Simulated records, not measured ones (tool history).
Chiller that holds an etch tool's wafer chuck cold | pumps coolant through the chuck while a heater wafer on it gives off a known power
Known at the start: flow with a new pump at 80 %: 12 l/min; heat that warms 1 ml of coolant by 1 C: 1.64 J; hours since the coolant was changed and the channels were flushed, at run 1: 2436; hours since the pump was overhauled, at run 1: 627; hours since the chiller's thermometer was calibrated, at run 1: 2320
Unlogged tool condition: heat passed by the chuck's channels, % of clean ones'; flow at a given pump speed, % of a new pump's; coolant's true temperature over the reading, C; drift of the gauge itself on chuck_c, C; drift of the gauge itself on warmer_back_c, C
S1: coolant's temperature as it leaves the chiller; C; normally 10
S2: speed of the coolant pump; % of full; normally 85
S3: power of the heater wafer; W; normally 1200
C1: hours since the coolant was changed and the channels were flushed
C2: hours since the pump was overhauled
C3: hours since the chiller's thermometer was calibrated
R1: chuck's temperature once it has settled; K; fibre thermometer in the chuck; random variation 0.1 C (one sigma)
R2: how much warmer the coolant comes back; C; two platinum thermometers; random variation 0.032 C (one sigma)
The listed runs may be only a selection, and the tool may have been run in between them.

Run 1, day 0.000: usual settings; C1 2436; C2 627; C3 2320. Result: R1 296.85 K, R2 3.60 C.
Run 2, day 0.683: usual settings; C1 2452; C2 644; C3 2336. Result: R1 296.75 K, R2 3.55 C.
Run 3, day 1.900: usual settings; C1 2482; C2 673; C3 2365. Result: R1 296.75 K, R2 3.52 C.
Run 4, day 2.750: usual settings but S1 8 C; C1 2502; C2 693; C3 2386. Result: R1 294.75 K, R2 3.57 C.
Run 5, day 3.850: usual settings but S1 8 C; C1 2528; C2 720; C3 2412. Result: R1 294.85 K, R2 3.57 C.
Run 6, day 4.783: usual settings but S1 8 C; C1 2551; C2 742; C3 2434. Result: R1 294.65 K, R2 3.56 C.
Run 7, day 5.958: usual settings but S1 8 C; C1 2579; C2 770; C3 2463. Result: R1 294.65 K, R2 3.54 C.
Run 8, day 7.096: usual settings; C1 2606; C2 798; C3 2490. Result: R1 296.85 K, R2 3.58 C.
Run 9, day 7.821: usual settings; C1 2624; C2 815; C3 2507. Result: R1 296.95 K, R2 3.56 C.
At day 7.958: chiller's thermometer calibrated.
Run 10, day 8.854: usual settings but S3 608 W; C1 2647; C2 839; C3 21. Result: R1 290.55 K, R2 1.79 C.
Run 11, day 9.979: usual settings but S3 608 W; C1 2674; C2 866; C3 48. Result: R1 290.55 K, R2 1.84 C.
At day 10.858: chiller's thermometer calibrated, once more.
Run 12, day 11.088: usual settings but S1 20 C, S2 79 % of full, S3 691 W; C1 2700; C2 892; C3 6. Result: R1 301.25 K, R2 2.25 C.
Run 13, day 11.829: usual settings but S1 20 C, S2 79 % of full, S3 691 W; C1 2718; C2 909; C3 23. Result: R1 301.35 K, R2 2.17 C.
Run 14, day 12.458: usual settings but S1 20 C, S2 79 % of full, S3 691 W; C1 2733; C2 924; C3 38. Result: R1 301.35 K, R2 2.23 C.
Run 15, day 13.779: usual settings but S3 1031 W; C1 2765; C2 956; C3 70. Result: R1 294.55 K, R2 3.05 C.
Run 16, day 14.854: usual settings but S1 5 C, S2 83 % of full, S3 1070 W; C1 2790; C2 982; C3 96. Result: R1 290.45 K, R2 3.34 C.
Run 17, day 15.800: usual settings but S1 13 C, S2 87 % of full, S3 804 W; C1 2813; C2 1005; C3 119. Result: R1 295.05 K, R2 2.36 C.
Run 18, day 16.621: usual settings but S1 13 C, S2 87 % of full, S3 659 W; C1 2833; C2 1024; C3 138. Result: R1 293.45 K, R2 1.94 C.

What if the next run were any one of these 5? Each begins from the tool's condition after run 18:
Run A, day 17.542: usual settings but S1 19 C, S2 82 % of full, S3 1194 W; C1 2855; C2 1046; C3 160. Result: R1 ?, R2 ?.
Run B, day 17.542: usual settings but S1 15 C, S2 87 % of full, S3 659 W; C1 2855; C2 1046; C3 160. Result: R1 ?, R2 ?.
Run C, day 17.542: usual settings but S1 4 C, S2 73 % of full, S3 1065 W; C1 2855; C2 1046; C3 160. Result: R1 ?, R2 ?.
Run D, day 17.542: usual settings but S1 17 C, S2 65 % of full, S3 1022 W; C1 2855; C2 1046; C3 160. Result: R1 ?, R2 ?.
Run E, day 17.542: usual settings but S1 6 C, S2 65 % of full, S3 1415 W; C1 2855; C2 1046; C3 160. Result: R1 ?, R2 ?.

run      R1    R2
  A  305.95  3.65
  B  295.45  1.90
  C  290.45  3.78
  D  304.45  4.12
  E  298.75  5.75
Had the tool no hidden state, the same runs would have come out as:
run      R1    R2
  A  303.85  3.50
  B  294.35  1.81
  C  288.45  3.62
  D  302.35  3.94
  E  295.85  5.51

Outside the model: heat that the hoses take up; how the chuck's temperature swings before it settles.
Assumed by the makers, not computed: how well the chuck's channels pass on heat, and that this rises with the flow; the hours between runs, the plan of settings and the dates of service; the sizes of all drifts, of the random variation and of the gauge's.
